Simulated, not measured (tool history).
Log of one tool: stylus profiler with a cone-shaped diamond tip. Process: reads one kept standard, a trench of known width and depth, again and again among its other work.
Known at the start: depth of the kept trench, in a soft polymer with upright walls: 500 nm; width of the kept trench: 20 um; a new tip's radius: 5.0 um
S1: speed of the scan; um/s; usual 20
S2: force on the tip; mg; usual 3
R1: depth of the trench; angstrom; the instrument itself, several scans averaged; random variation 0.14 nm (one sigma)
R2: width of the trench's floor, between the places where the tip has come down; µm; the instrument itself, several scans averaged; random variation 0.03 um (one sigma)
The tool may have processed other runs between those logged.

run    hour  S1    S2      R1     R2
  1       0  20     3  5085.8  14.99
  2    38.6  34     3  5085.1   14.9
  3    84.9  66     3    5085  14.72
  4   115.2  23     3  5087.2  14.86
  5   147.9  20     3  5084.5     15
  6   188.2  20     3  5084.7  14.89
  7   227.2  20     3  5085.7  14.91
  8   269.8  45     3  5083.4  14.72
  9   301.3  45     3  5084.5  14.74
 10   333.5  20  3.96  5101.5  14.84
 11   354.3  20  3.96  5101.7  14.89
 12   397.3  20  3.96  5101.7  14.76
 13   429.8  20  1.55  5050.2   14.7
 14   467.4  20  1.55  5050.3  14.73
 15   498.7  20  1.55  5049.9  14.77
 16   518.9  20  1.55  5049.3  14.67
 17   553.2  20  6.74  5149.1  14.75
 18     574  20  6.74  5151.1  14.76
 19   600.7  20  6.74  5161.3  14.76
 20   622.5  20  1.04  5044.7  14.68
 21   655.9  20  1.04  5044.5  14.65
 22   679.7  20  1.04  5046.2  14.64
 23   711.7   7  2.73  5085.2   14.7
 24   751.7  39  3.55  5105.1  14.57
 25     796  39  3.55  5104.8  14.53
 26   819.7   6  2.27  5076.2  14.72
 27   856.7   6  2.27  5075.9  14.73
 28   900.4   6  2.27  5076.1  14.68
 29   921.9   6  3.64  5105.3  14.71
 30   954.6   6  3.64  5105.1  14.65
 31     988  20  4.55  5120.3  14.65
 32  1010.2  13  4.85  5126.9  14.68
 33  1040.2  73  4.64  5124.9   14.4
 34  1071.1  73  4.64  5123.7  14.32
 35  1110.5  65     3  5090.3  14.27
 36  1152.7  78  1.15  5047.4     14
 37    1188   5  1.08  5040.8   14.6
 38    1211  39  1.45  5053.3  14.34
 39  1232.3  26  1.55  5055.7  14.48
 40  1259.6  11  1.99  5068.6  14.46
 41  1290.2  11  1.99  5066.9  14.52
 42    1321   6  7.75  5173.4  14.55
 43  1365.1  13  5.76  5140.2  14.53

Between the runs listed above, the log contained 1 entry, not reproduced here. Where in the sequence does each belong, and how does what the log doesn't record of the tool's condition differ from the listed run before to the listed run after?
Between runs 18 and 19: height scale calibrated on a step standard (hour 595.3)
  radius of the tip, um: 6.9 -> 6.93; height scale over the true one, %: -0.223 -> -0.011
  measured value less the no-hidden-state value, R1: -11.5 -> -0.5 angstrom; R2: -0.8 -> -0.81 µm
